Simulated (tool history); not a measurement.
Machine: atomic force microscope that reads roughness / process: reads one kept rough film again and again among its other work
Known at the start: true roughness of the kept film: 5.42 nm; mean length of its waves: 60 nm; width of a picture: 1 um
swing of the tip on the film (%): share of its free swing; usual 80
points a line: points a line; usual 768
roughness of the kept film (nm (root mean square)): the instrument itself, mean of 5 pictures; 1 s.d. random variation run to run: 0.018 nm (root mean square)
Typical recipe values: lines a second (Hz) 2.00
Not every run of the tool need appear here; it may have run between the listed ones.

| run | hour | lines a second (Hz) | swing of the tip on the film (%) | points a line | roughness of the kept film (nm (root mean square)) |
|---|---|---|---|---|---|
| 1 | 0.0 | 2.00 | 80 | 768 | 4.281 |
| 2 | 6.6 | 2.00 | 80 | 768 | 4.241 |
| 3 | 12.5 | 2.00 | 81 | 768 | 4.205 |
| 4 | 22.2 | 2.00 | 81 | 768 | 4.148 |
| 5 | 31.4 | 2.00 | 81 | 768 | 4.191 |
| 6 | 39.1 | 2.00 | 80 | 768 | 4.140 |
| 7 | 46.9 | 2.00 | 80 | 768 | 4.125 |
| 8 | 52.1 | 2.00 | 88 | 768 | 3.830 |
| 9 | 58.4 | 2.00 | 88 | 768 | 3.831 |
| 10 | 67.7 | 2.00 | 88 | 768 | 3.794 |
|  | 76.5 | new tip fitted |
| 11 | 79.7 | 2.00 | 88 | 460 | 4.053 |
| 12 | 88.3 | 2.10 | 83 | 295 | 4.188 |
| 13 | 95.1 | 2.10 | 83 | 295 | 4.181 |
| 14 | 106.4 | 2.10 | 83 | 295 | 4.168 |
| 15 | 114.0 | 2.00 | 83 | 287 | 4.189 |
| 16 | 121.9 | 0.74 | 63 | 959 | 4.920 |
| 17 | 130.4 | 2.00 | 67 | 768 | 4.588 |
| 18 | 139.0 | 2.00 | 57 | 518 | 4.773 |
| 19 | 148.7 | 0.95 | 81 | 518 | 4.521 |
| 20 | 154.9 | 0.95 | 81 | 518 | 4.522 |

3 options for the next run, each taken on its own from the tool as it stands now. Forecast them:
| A | 162.5 | 2.87 | 89 | 298 | ? |
| B | 162.5 | 2.00 | 80 | 597 | ? |
| C | 162.5 | 3.96 | 84 | 329 | ? |

| run | roughness of the kept film (nm (root mean square)) |
|---|---|
| A | 3.466 |
| B | 4.124 |
| C | 3.370 |
What these runs would have given with no unlogged condition in the tool:
| run | roughness of the kept film (nm (root mean square)) |
|---|---|
| A | 3.674 |
| B | 4.372 |
| C | 3.572 |
